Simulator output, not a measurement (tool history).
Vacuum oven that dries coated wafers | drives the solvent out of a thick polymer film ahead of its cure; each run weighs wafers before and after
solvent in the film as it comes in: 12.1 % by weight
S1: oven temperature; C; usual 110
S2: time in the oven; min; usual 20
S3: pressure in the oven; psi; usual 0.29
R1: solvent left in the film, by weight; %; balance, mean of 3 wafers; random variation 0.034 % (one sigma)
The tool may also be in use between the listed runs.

| run | day | S1 | S2 | S3 | R1 |
|---|---|---|---|---|---|
| 1 | 0 | 110 | 20 | 0.29 | 1.21 |
| 2 | 0.517 | 110 | 20 | 0.29 | 1.22 |
| 3 | 1.033 | 110 | 20 | 0.29 | 1.21 |
| 4 | 1.529 | 110 | 20 | 0.328 | 1.32 |
| 5 | 2.142 | 110 | 20 | 0.328 | 1.3 |
| 6 | 2.512 | 110 | 20 | 0.328 | 1.32 |
| 7 | 2.825 | 110 | 20 | 0.328 | 1.24 |
| 8 | 3.246 | 110 | 13 | 0.29 | 2.19 |
| 9 | 3.896 | 110 | 20 | 0.29 | 1.2 |
| 10 | 4.3 | 110 | 20 | 0.29 | 1.24 |
| 11 | 4.621 | 110 | 33 | 0.29 | 0.79 |
| 12 | 5.3 | 110 | 20 | 0.29 | 1.21 |
| 13 | 5.688 | 110 | 20 | 0.737 | 2.25 |
| 14 | 6.25 | 110 | 20 | 0.737 | 2.3 |
| 15 | 6.612 | 110 | 20 | 0.737 | 2.3 |
| 16 | 6.942 | 110 | 20 | 0.737 | 2.29 |
| 17 | 7.538 | 110 | 20 | 0.737 | 2.23 |
| 18 | 8.133 | 110 | 20 | 0.29 | 1.23 |
| 19 | 8.65 | 110 | 20 | 0.29 | 1.21 |
| 20 | 9.071 | 110 | 20 | 0.29 | 1.23 |
| 21 | 9.479 | 110 | 20 | 0.29 | 1.28 |
| 22 | 9.938 | 110 | 20 | 0.29 | 1.26 |
| 23 | 10.404 | 110 | 20 | 0.29 | 1.24 |
| 24 | 10.788 | 118 | 13 | 0.155 | 0.89 |
| 25 | 11.079 | 118 | 13 | 0.155 | 0.86 |
| 26 | 11.688 | 118 | 13 | 0.155 | 0.82 |
| 27 | 12.183 | 95 | 25 | 0.574 | 4.03 |
| 28 | 12.8 | 95 | 25 | 0.574 | 4.01 |
| 29 | 13.475 | 95 | 25 | 0.574 | 4.06 |
| 30 | 13.817 | 95 | 17 | 0.202 | 3.97 |
| 31 | 14.521 | 95 | 17 | 0.202 | 3.97 |
| 32 | 15.183 | 95 | 17 | 0.202 | 3.96 |
| 33 | 15.842 | 95 | 31 | 0.558 | 3.44 |
| 34 | 16.292 | 95 | 31 | 0.162 | 1.94 |
| 35 | 16.579 | 112 | 12 | 0.29 | 2.03 |
| 36 | 17.15 | 110 | 12 | 0.766 | 3.34 |
| 37 | 17.496 | 123 | 23 | 0.219 | 0.39 |
| 38 | 17.938 | 124 | 20 | 0.29 | 0.47 |
| 39 | 18.283 | 120 | 19 | 0.29 | 0.62 |
| 40 | 18.758 | 120 | 19 | 0.29 | 0.61 |
| 41 | 19.242 | 120 | 25 | 0.29 | 0.5 |
| 42 | 19.808 | 110 | 23 | 0.644 | 1.95 |
| 43 | 20.138 | 110 | 23 | 0.644 | 1.91 |
| 44 | 20.725 | 109 | 17 | 0.486 | 2.09 |
| 45 | 21.138 | 109 | 17 | 0.486 | 2.14 |

Forecast each of these 3 alternatives for the next run:
| A | 21.454 | 95 | 17 | 0.29 | ? |
| B | 21.454 | 108 | 23 | 0.334 | ? |
| C | 21.454 | 99 | 17 | 0.869 | ? |

| run | R1 |
|---|---|
| A | 4.16 |
| B | 1.36 |
| C | 5.04 |
Without the tool's hidden state the same runs would have given:
| run | R1 |
|---|---|
| A | 4.14 |
| B | 1.35 |
| C | 5.02 |
